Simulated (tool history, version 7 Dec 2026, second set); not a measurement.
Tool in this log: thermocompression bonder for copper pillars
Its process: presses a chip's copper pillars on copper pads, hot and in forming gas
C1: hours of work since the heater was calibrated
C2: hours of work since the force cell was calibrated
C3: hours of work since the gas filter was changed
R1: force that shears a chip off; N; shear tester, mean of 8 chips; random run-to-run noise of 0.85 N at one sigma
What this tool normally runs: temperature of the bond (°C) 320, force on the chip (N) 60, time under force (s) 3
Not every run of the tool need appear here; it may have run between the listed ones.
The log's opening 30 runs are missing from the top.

Run 31, hour 277.3: usual settings but temperature of the bond (°C) 339, force on the chip (N) 36, time under force (s) 6; C1 263; C2 177; C3 110. Result: R1 68.1 N.
Run 32, hour 289.6: usual settings but temperature of the bond (°C) 304; C1 269; C2 183; C3 117. Result: R1 63.1 N.
Run 33, hour 295.7: usual settings but temperature of the bond (°C) 338, time under force (s) 2; C1 273; C2 187; C3 121. Result: R1 75.8 N.
Run 34, hour 304.7: usual settings but temperature of the bond (°C) 338, time under force (s) 2; C1 278; C2 192; C3 126. Result: R1 76.4 N.
Run 35, hour 311.9: usual settings but temperature of the bond (°C) 338, force on the chip (N) 65; C1 282; C2 196; C3 130. Result: R1 94.6 N.
Run 36, hour 324.4: usual settings but temperature of the bond (°C) 338, force on the chip (N) 65; C1 289; C2 203; C3 137. Result: R1 93.8 N.
Run 37, hour 334.2: usual settings but force on the chip (N) 90, time under force (s) 7; C1 295; C2 209; C3 142. Result: R1 128.5 N.
Run 38, hour 344.8: usual settings but temperature of the bond (°C) 329, force on the chip (N) 48; C1 300; C2 215; C3 148. Result: R1 64.4 N.
Run 39, hour 354.7: usual settings but temperature of the bond (°C) 300; C1 306; C2 220; C3 154. Result: R1 58.3 N.

5 ways to go on from here, each from the tool as it stands after run 39. What would each give?
Run A, hour 364.0: usual settings but temperature of the bond (°C) 313, force on the chip (N) 55; C1 311; C2 225; C3 159. Result: R1 ?.
Run B, hour 364.0: usual settings but temperature of the bond (°C) 340, force on the chip (N) 90, time under force (s) 8; C1 311; C2 225; C3 159. Result: R1 ?.
Run C, hour 364.0: usual settings but force on the chip (N) 65; C1 311; C2 225; C3 159. Result: R1 ?.
Run D, hour 364.0: usual settings but temperature of the bond (°C) 300; C1 311; C2 225; C3 159. Result: R1 ?.
Run E, hour 364.0: usual settings; C1 311; C2 225; C3 159. Result: R1 ?.

run     R1
  A   63.5
  B  142.4
  C   79.3
  D   59.4
  E   74.8
With the hidden condition removed and each run's random variation left untouched, the same runs would have given:
run     R1
  A   63.6
  B  142.7
  C   79.3
  D   59.4
  E   74.9
